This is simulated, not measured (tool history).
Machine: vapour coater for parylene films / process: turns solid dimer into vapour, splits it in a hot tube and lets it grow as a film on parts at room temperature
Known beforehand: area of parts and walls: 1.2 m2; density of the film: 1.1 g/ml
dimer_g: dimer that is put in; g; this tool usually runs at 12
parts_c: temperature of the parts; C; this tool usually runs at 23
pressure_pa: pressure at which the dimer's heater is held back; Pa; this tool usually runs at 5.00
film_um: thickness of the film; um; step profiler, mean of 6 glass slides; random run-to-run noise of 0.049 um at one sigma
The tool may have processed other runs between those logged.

Run 1, hour 0.0: usual settings. Result: film_um 5.53 um.
Run 2, hour 17.7: usual settings but dimer_g 18 g. Result: film_um 8.21 um.
Run 3, hour 32.4: usual settings but dimer_g 18 g. Result: film_um 8.09 um.
Run 4, hour 51.4: usual settings. Result: film_um 5.38 um.
Run 5, hour 70.5: usual settings. Result: film_um 5.38 um.
Run 6, hour 81.6: usual settings but pressure_pa 4.49 Pa. Result: film_um 5.40 um.
Run 7, hour 100.6: usual settings. Result: film_um 5.35 um.
Run 8, hour 119.4: usual settings. Result: film_um 5.32 um.
Run 9, hour 138.2: usual settings. Result: film_um 5.25 um.
Run 10, hour 149.6: usual settings but dimer_g 8 g. Result: film_um 3.47 um.
Run 11, hour 163.2: usual settings. Result: film_um 5.26 um.
Run 12, hour 173.1: usual settings but dimer_g 7 g. Result: film_um 3.07 um.
Run 13, hour 181.3: usual settings but pressure_pa 2.52 Pa. Result: film_um 5.54 um.
Run 14, hour 194.4: usual settings but pressure_pa 2.52 Pa. Result: film_um 5.50 um.
Run 15, hour 213.5: usual settings but dimer_g 14 g. Result: film_um 5.96 um.
Run 16, hour 231.0: usual settings but dimer_g 22 g, pressure_pa 2.00 Pa. Result: film_um 10.16 um.
Run 17, hour 239.7: usual settings but pressure_pa 3.65 Pa. Result: film_um 5.17 um.
Run 18, hour 249.6: usual settings but dimer_g 7 g, parts_c 17 C, pressure_pa 4.07 Pa. Result: film_um 3.71 um.
Run 19, hour 266.1: usual settings but dimer_g 11 g, parts_c 17 C, pressure_pa 4.07 Pa. Result: film_um 5.78 um.
Run 20, hour 286.2: usual settings but dimer_g 11 g, parts_c 17 C, pressure_pa 4.07 Pa. Result: film_um 5.77 um.
Run 21, hour 295.1: usual settings but parts_c 20 C. Result: film_um 5.60 um.
Run 22, hour 311.5: usual settings but dimer_g 22 g, pressure_pa 7.64 Pa. Result: film_um 8.67 um.
Run 23, hour 327.0: usual settings but dimer_g 22 g, pressure_pa 7.64 Pa. Result: film_um 8.54 um.
Run 24, hour 346.5: usual settings but dimer_g 10 g, pressure_pa 7.64 Pa. Result: film_um 3.95 um.
Run 25, hour 359.8: usual settings but dimer_g 14 g, pressure_pa 5.87 Pa. Result: film_um 5.63 um.
Run 26, hour 368.1: usual settings but parts_c 35 C, pressure_pa 5.87 Pa. Result: film_um 3.06 um.

Estimate the outcome of run 27 from the log above:
Run 27, hour 383.6: usual settings but pressure_pa 9.76 Pa. Result: film_um ?.

{"run 27": {"film_um": 4.48}}
On a tool with no hidden condition, and with the same random variation, this run would have come out at film_um 5.18 um.
